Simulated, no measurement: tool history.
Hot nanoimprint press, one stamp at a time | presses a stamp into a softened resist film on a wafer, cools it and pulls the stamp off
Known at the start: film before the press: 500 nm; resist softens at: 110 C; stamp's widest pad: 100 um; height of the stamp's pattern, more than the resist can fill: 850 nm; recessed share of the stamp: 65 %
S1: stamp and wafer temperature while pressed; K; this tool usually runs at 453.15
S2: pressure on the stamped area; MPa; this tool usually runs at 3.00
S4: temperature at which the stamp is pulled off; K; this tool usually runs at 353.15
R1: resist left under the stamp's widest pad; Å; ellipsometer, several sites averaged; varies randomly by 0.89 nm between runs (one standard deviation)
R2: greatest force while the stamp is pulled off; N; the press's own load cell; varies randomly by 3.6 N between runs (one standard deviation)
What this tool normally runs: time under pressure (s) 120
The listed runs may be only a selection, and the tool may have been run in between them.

run 1 hour=0.0 | S1=453.15 S2=3.00 time_under_pressure_(s)=120 S4=353.15 | R1=2559 R2=245
run 2 hour=18.7 | S1=453.15 S2=3.00 time_under_pressure_(s)=120 S4=360.15 | R1=2568 R2=218
run 3 hour=61.6 | S1=453.15 S2=3.00 time_under_pressure_(s)=120 S4=360.15 | R1=2555 R2=229
run 4 hour=86.0 | S1=453.15 S2=3.00 time_under_pressure_(s)=120 S4=346.15 | R1=2568 R2=273
run 5 hour=111.1 | S1=453.15 S2=3.00 time_under_pressure_(s)=120 S4=353.15 | R1=2566 R2=250
run 6 hour=154.3 | S1=453.15 S2=3.00 time_under_pressure_(s)=120 S4=353.15 | R1=2576 R2=257
run 7 hour=183.3 | S1=453.15 S2=3.00 time_under_pressure_(s)=120 S4=353.15 | R1=2588 R2=264
run 8 hour=213.1 | S1=453.15 S2=3.00 time_under_pressure_(s)=120 S4=353.15 | R1=2580 R2=259
run 9 hour=231.1 | S1=460.15 S2=3.00 time_under_pressure_(s)=120 S4=353.15 | R1=1940 R2=270
run 10 hour=251.5 | S1=453.15 S2=3.00 time_under_pressure_(s)=120 S4=357.15 | R1=2595 R2=262
run 11 hour=294.8 | S1=453.15 S2=3.00 time_under_pressure_(s)=120 S4=357.15 | R1=2600 R2=261
run 12 hour=331.8 | S1=453.15 S2=3.00 time_under_pressure_(s)=120 S4=357.15 | R1=2615 R2=269
run 13 hour=355.4 | S1=453.15 S2=3.54 time_under_pressure_(s)=120 S4=353.15 | R1=2411 R2=280
run 14 hour=373.5 | S1=463.15 S2=3.00 time_under_pressure_(s)=120 S4=353.15 | R1=1746 R2=290
run 15 hour=416.7 | S1=463.15 S2=3.00 time_under_pressure_(s)=120 S4=353.15 | R1=1752 R2=284
run 16 hour=435.9 | S1=446.15 S2=4.42 time_under_pressure_(s)=151 S4=353.15 | R1=2725 R2=290
-- hour=461.4 stamp cleaned and given a new release coat
run 17 hour=470.9 | S1=446.15 S2=4.42 time_under_pressure_(s)=151 S4=353.15 | R1=2731 R2=183
run 18 hour=499.6 | S1=446.15 S2=4.42 time_under_pressure_(s)=151 S4=359.15 | R1=2734 R2=166
run 19 hour=543.6 | S1=446.15 S2=4.42 time_under_pressure_(s)=151 S4=359.15 | R1=2737 R2=169
-- hour=558.8 plate thermocouple calibrated
run 20 hour=570.9 | S1=446.15 S2=4.42 time_under_pressure_(s)=151 S4=359.15 | R1=2623 R2=169
run 21 hour=609.9 | S1=446.15 S2=4.42 time_under_pressure_(s)=151 S4=359.15 | R1=2639 R2=166

Run 22, settings as shown, results not yet in. Your forecast:
run 22 hour=652.8 | S1=465.15 S2=1.81 time_under_pressure_(s)=116 S4=360.15 | R1=? R2=?

{"run 22": {"R1": 2076, "R2": 176}}
With no hidden state in the tool, this same run would have given R1 2054 Å, R2 160 N.

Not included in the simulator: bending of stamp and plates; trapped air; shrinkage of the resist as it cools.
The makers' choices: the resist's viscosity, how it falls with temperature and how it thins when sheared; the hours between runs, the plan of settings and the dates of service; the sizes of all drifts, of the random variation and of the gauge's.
